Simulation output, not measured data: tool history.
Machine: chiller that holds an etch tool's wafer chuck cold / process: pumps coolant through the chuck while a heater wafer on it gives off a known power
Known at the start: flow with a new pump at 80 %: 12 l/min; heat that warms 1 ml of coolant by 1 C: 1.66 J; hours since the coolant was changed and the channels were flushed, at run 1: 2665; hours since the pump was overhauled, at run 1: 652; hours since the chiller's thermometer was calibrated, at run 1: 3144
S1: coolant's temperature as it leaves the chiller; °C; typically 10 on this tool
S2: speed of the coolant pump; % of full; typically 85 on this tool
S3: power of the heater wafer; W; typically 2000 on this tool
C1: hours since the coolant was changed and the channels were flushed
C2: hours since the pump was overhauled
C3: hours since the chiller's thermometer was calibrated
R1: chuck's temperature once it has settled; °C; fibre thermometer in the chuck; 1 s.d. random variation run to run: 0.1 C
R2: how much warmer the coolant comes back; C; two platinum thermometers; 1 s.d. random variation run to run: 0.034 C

run   hour  S1  S2    S3    C1    C2    C3    R1    R2
  1      0  10  85  2000  2665   652  3144  23.2  5.73
  2   63.8  10  85  2000  2729   715  3208  23.2  5.72
  3  124.7  10  85  2000  2790   776  3269  23.1  5.79
  4  189.3  13  85  2000  2855   841  3334  26.1   5.7
  5  248.2  13  85  2000  2914   900  3392  26.1  5.71
  6  285.9  13  85  2000  2951   937  3430  26.2  5.79
  7  326.2  10  85  2000  2992   978  3470  23.2  5.75
  8  362.7  17  96  1739  3028  1014  3507  27.8   4.4
  9  410.1  17  96  1378  3076  1062  3554  25.3  3.43
 10  466.4  17  96  1378  3132  1118  3611  25.2  3.52
 11  522.5  17  96  1378  3188  1174  3667  25.3  3.46
 12  551.4  17  98  1378  3217  1203  3696  25.2  3.35
 13  598.5   5  71  2000  3264  1250  3743  19.8  7.01

Forecast each of these 4 alternatives for the next run:
  A  653.8   8  66  2072  3319  1305  3798   ?   ?
  B  653.8   0  85  1143  3319  1305  3798   ?   ?
  C  653.8  10  77  2000  3319  1305  3798   ?   ?
  D  653.8  18  60  1953  3319  1305  3798   ?   ?

run    R1    R2
  A  24.3  7.86
  B   7.3  3.29
  C  24.1  6.41
  D  34.4  8.18
Without the tool's unlogged condition, the same runs would have read:
run    R1    R2
  A  23.8  7.64
  B   7.4   3.2
  C  23.6  6.23
  D  33.9  7.96

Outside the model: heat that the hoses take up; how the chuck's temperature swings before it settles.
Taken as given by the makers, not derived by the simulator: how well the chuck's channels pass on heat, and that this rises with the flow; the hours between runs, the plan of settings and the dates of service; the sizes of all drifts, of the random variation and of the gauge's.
